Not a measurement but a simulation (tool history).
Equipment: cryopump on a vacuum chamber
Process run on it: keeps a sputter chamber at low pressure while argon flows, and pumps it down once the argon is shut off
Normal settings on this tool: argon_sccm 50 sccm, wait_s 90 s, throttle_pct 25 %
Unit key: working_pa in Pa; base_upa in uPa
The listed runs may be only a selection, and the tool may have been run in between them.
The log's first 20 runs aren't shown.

run    hour  argon_sccm  wait_s  throttle_pct  working_pa  base_upa
 21    1022          23      90            39      0.0664      1.76
 22  1076.2          23     189            42      0.0614      1.33
 23  1109.9          50      90            57      0.1025      1.84
 24  1185.1          50      90            57      0.1041       1.9
 25  1256.4          50      90            19      0.2973      1.99
 26  1327.8          99      35            55      0.2194      3.35
 27    1407          94      90            21      0.5165      2.09
 28  1474.4          61     138            24      0.2983       1.8
 29  1543.5          26     138            44       0.074      1.79
 30    1603          50      49            25      0.2398      2.99
 31  1654.5          44      90            28      0.1927      2.28
 32    1687          96     207            28      0.4207      1.85
     1703.8  -- pump warmed up, emptied and cooled again
 33    1769          96     207            28      0.3881      1.51

Below are 5 alternative next runs, each starting from the tool's condition after run 33. Predict each:
  A  1825.1          71      90            25           ?         ?
  B  1825.1          24     207            28           ?         ?
  C  1825.1          50      42            18           ?         ?
  D  1825.1          78     207            28           ?         ?
  E  1825.1          31      90            42           ?         ?

run  working_pa  base_upa
  A      0.3209      2.03
  B      0.0985      1.56
  C      0.3099      2.96
  D      0.3166      1.52
  E      0.0854      2.03
Without the tool's unlogged condition, the same runs would have read:
run  working_pa  base_upa
  A      0.3143      1.08
  B      0.0962       0.6
  C      0.3053      2.04
  D      0.3093      0.58
  E      0.0825      1.08
